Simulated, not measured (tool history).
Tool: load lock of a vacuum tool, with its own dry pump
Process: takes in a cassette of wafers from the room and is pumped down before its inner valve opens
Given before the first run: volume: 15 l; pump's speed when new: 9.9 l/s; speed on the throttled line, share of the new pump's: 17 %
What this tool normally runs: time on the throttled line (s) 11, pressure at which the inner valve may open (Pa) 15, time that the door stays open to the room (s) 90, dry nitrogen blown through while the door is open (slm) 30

run,hour,time on the throttled line (s),pressure at which the inner valve may open (Pa),time that the door stays open to the room (s),dry nitrogen blown through while the door is open (slm),"incoming humidity of the room's air, %",time from the closed door until the inner valve may open (s),rise of the pressure with all valves shut (Pa/min)
1,0.0,11,15,90,30,44.1,22.1,0.044
2,587.1,11,15,90,30,45.9,22.4,0.054
3,1245.5,6,15,90,30,47.7,19.1,0.063
4,1665.0,6,15,90,30,46.4,18.6,0.068
5,2078.1,6,15,90,30,44.3,18.7,0.065
6,2528.1,6,15,90,30,43.8,18.5,0.071
7,3001.6,6,15,90,30,48.0,19.1,0.083
8,3524.9,21,15,90,30,43.5,31.5,0.088
9,3939.5,21,15,90,30,44.4,31.4,0.094
10,4391.0,16,15,90,30,46.1,27.7,0.110
11,5000.3,11,15,64,30,45.8,23.2,0.106
12,5362.8,11,15,90,30,44.5,22.7,0.125
13,5784.9,11,15,90,10,45.7,23.8,0.168
14,6172.3,11,15,44,30,44.8,23.4,0.133
15,6804.2,11,15,44,30,44.2,23.1,0.148
16,7089.6,11,22,90,30,41.8,23.2,0.162
17,7587.1,11,22,90,30,46.2,23.4,0.188
18,8133.9,11,22,90,30,47.6,23.1,0.199
19,8673.5,11,22,90,30,43.0,22.9,0.206
20,9059.4,11,15,90,4,45.5,23.9,0.281
21,9484.1,13,21,90,4,47.0,25.1,0.300
22,9831.0,11,15,116,6,45.7,23.9,0.318
23,10453.5,10,15,116,14,46.3,23.3,0.306
24,11021.9,10,15,116,14,45.0,24.0,0.327
25,11330.2,9,24,116,14,44.9,21.8,0.338
26,11895.2,13,29,154,42,44.8,24.8,0.326
27,12412.3,13,29,154,8,44.7,25.0,0.413
# hour 12627.2: door's seal changed, seat wiped
28,12965.1,13,29,154,8,43.9,25.3,0.114
29,13643.1,10,29,154,8,44.3,23.0,0.123
30,14052.8,10,29,154,8,48.5,23.1,0.131
31,14522.7,10,15,90,45,44.6,24.2,0.064
32,14947.2,8,28,41,45,43.1,21.7,0.054
33,15373.1,8,28,41,45,45.0,22.4,0.061
34,15883.9,9,10,90,7,44.6,24.5,0.137
35,16255.2,9,18,90,12,46.4,23.6,0.132
36,16847.9,13,24,90,30,48.1,26.3,0.112
37,17511.3,13,24,90,30,43.9,26.1,0.119
38,17923.9,11,21,90,30,47.5,24.7,0.134

A few steps of time from the closed door until the inner valve may open (s) between consecutive runs. Split each: what settings, incoming material and random variation would produce without the hidden state, and what is left over for the hidden state, along with gauge scatter present in only one of the two compared results (measured, and without hidden state):
Unlogged tool condition in this case: pump's speed, % of a new pump's; leak at the door's seal, Pa l/s; drift of the gauge itself on ready_s, %; drift of the gauge itself on rise_pa_min, %.
Run 3 -> 4: settings left as they were, no log entry in between. time from the closed door until the inner valve may open (s) -0.5: hidden state +0.2, all else -0.7.
Run 7 -> 8: time on the throttled line (s) 6 -> 21. time from the closed door until the inner valve may open (s) +12.4: hidden state +0.0, all else +12.4.
Run 9 -> 10: time on the throttled line (s) 21 -> 16. time from the closed door until the inner valve may open (s) -3.7: hidden state +0.1, all else -3.8.
Run 10 -> 11: time on the throttled line (s) 16 -> 11, time that the door stays open to the room (s) 90 -> 64. time from the closed door until the inner valve may open (s) -4.5: hidden state +0.2, all else -4.7.
Run 33 -> 34: time on the throttled line (s) 8 -> 9, pressure at which the inner valve may open (Pa) 28 -> 10, time that the door stays open to the room (s) 41 -> 90, dry nitrogen blown through while the door is open (slm) 45 -> 7. time from the closed door until the inner valve may open (s) +2.1: hidden state +0.5, all else +1.6.

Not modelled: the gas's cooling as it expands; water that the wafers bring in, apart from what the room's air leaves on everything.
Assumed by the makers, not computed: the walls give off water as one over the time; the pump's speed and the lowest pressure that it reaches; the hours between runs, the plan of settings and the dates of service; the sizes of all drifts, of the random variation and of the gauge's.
